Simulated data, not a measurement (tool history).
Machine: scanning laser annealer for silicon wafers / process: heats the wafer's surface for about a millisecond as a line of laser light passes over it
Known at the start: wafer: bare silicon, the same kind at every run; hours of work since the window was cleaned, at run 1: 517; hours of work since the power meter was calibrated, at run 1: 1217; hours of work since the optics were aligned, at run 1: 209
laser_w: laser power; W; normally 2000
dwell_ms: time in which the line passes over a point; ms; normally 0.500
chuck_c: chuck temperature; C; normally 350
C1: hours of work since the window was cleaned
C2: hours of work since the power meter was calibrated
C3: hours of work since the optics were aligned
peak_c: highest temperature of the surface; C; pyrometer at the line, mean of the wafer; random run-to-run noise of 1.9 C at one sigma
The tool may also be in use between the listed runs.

run 1 hour=0.0 | laser_w=2000 dwell_ms=0.500 chuck_c=350 | C1=517 C2=1217 C3=209 | peak_c=1145
run 2 hour=91.5 | laser_w=2000 dwell_ms=0.500 chuck_c=345 | C1=569 C2=1269 C3=261 | peak_c=1136
run 3 hour=162.5 | laser_w=2000 dwell_ms=0.500 chuck_c=345 | C1=610 C2=1309 C3=302 | peak_c=1134
run 4 hour=213.4 | laser_w=2000 dwell_ms=0.500 chuck_c=345 | C1=638 C2=1338 C3=331 | peak_c=1134
run 5 hour=283.7 | laser_w=2041 dwell_ms=0.500 chuck_c=345 | C1=678 C2=1378 C3=371 | peak_c=1147
run 6 hour=355.7 | laser_w=2041 dwell_ms=0.500 chuck_c=345 | C1=719 C2=1419 C3=411 | peak_c=1145
run 7 hour=408.8 | laser_w=2041 dwell_ms=0.500 chuck_c=345 | C1=749 C2=1449 C3=442 | peak_c=1143
run 8 hour=462.2 | laser_w=2000 dwell_ms=0.448 chuck_c=350 | C1=780 C2=1479 C3=472 | peak_c=1077
run 9 hour=522.9 | laser_w=2000 dwell_ms=0.448 chuck_c=350 | C1=814 C2=1514 C3=506 | peak_c=1079
run 10 hour=567.6 | laser_w=2000 dwell_ms=0.448 chuck_c=350 | C1=840 C2=1539 C3=532 | peak_c=1075
run 11 hour=608.7 | laser_w=2000 dwell_ms=0.448 chuck_c=350 | C1=863 C2=1563 C3=555 | peak_c=1068
run 12 hour=651.4 | laser_w=2000 dwell_ms=0.500 chuck_c=350 | C1=887 C2=1587 C3=579 | peak_c=1113
-- hour=657.9 window over the wafer cleaned
run 13 hour=718.0 | laser_w=2023 dwell_ms=0.500 chuck_c=326 | C1=34 C2=1624 C3=616 | peak_c=1080
run 14 hour=781.9 | laser_w=2023 dwell_ms=0.500 chuck_c=326 | C1=70 C2=1660 C3=652 | peak_c=1078
run 15 hour=841.1 | laser_w=2057 dwell_ms=0.512 chuck_c=370 | C1=104 C2=1693 C3=686 | peak_c=1148
run 16 hour=920.2 | laser_w=2000 dwell_ms=0.500 chuck_c=384 | C1=149 C2=1738 C3=731 | peak_c=1120
run 17 hour=996.9 | laser_w=2000 dwell_ms=0.378 chuck_c=377 | C1=193 C2=1782 C3=775 | peak_c=1000
run 18 hour=1039.8 | laser_w=2022 dwell_ms=0.500 chuck_c=339 | C1=217 C2=1806 C3=799 | peak_c=1078
run 19 hour=1081.1 | laser_w=2022 dwell_ms=0.500 chuck_c=339 | C1=240 C2=1830 C3=822 | peak_c=1077
-- hour=1119.6 optics aligned, line set to its width
-- hour=1170.2 window over the wafer cleaned, once more
run 20 hour=1175.2 | laser_w=1728 dwell_ms=0.581 chuck_c=339 | C1=3 C2=1879 C3=30 | peak_c=1090
run 21 hour=1258.2 | laser_w=1728 dwell_ms=0.581 chuck_c=339 | C1=50 C2=1926 C3=78 | peak_c=1086
run 22 hour=1339.1 | laser_w=1931 dwell_ms=0.445 chuck_c=349 | C1=96 C2=1972 C3=124 | peak_c=1084
run 23 hour=1431.4 | laser_w=1999 dwell_ms=0.578 chuck_c=326 | C1=148 C2=2025 C3=176 | peak_c=1213
run 24 hour=1497.6 | laser_w=2064 dwell_ms=0.500 chuck_c=317 | C1=186 C2=2062 C3=214 | peak_c=1166

Branching from run 24: 5 alternative next runs. What would each branch give?
run A hour=1582.1 | laser_w=2000 dwell_ms=0.492 chuck_c=357 | C1=234 C2=2110 C3=262 | peak_c=?
run B hour=1582.1 | laser_w=2140 dwell_ms=0.575 chuck_c=322 | C1=234 C2=2110 C3=262 | peak_c=?
run C hour=1582.1 | laser_w=2064 dwell_ms=0.500 chuck_c=315 | C1=234 C2=2110 C3=262 | peak_c=?
run D hour=1582.1 | laser_w=1803 dwell_ms=0.428 chuck_c=318 | C1=234 C2=2110 C3=262 | peak_c=?
run E hour=1582.1 | laser_w=1805 dwell_ms=0.401 chuck_c=313 | C1=234 C2=2110 C3=262 | peak_c=?

run=A peak_c=1157
run=B peak_c=1278
run=C peak_c=1157
run=D peak_c=970
run=E peak_c=939
The same runs, with their run-to-run variation unchanged, on a tool lacking any hidden condition would have given:
run=A peak_c=1186
run=B peak_c=1311
run=C peak_c=1187
run=D peak_c=992
run=E peak_c=961
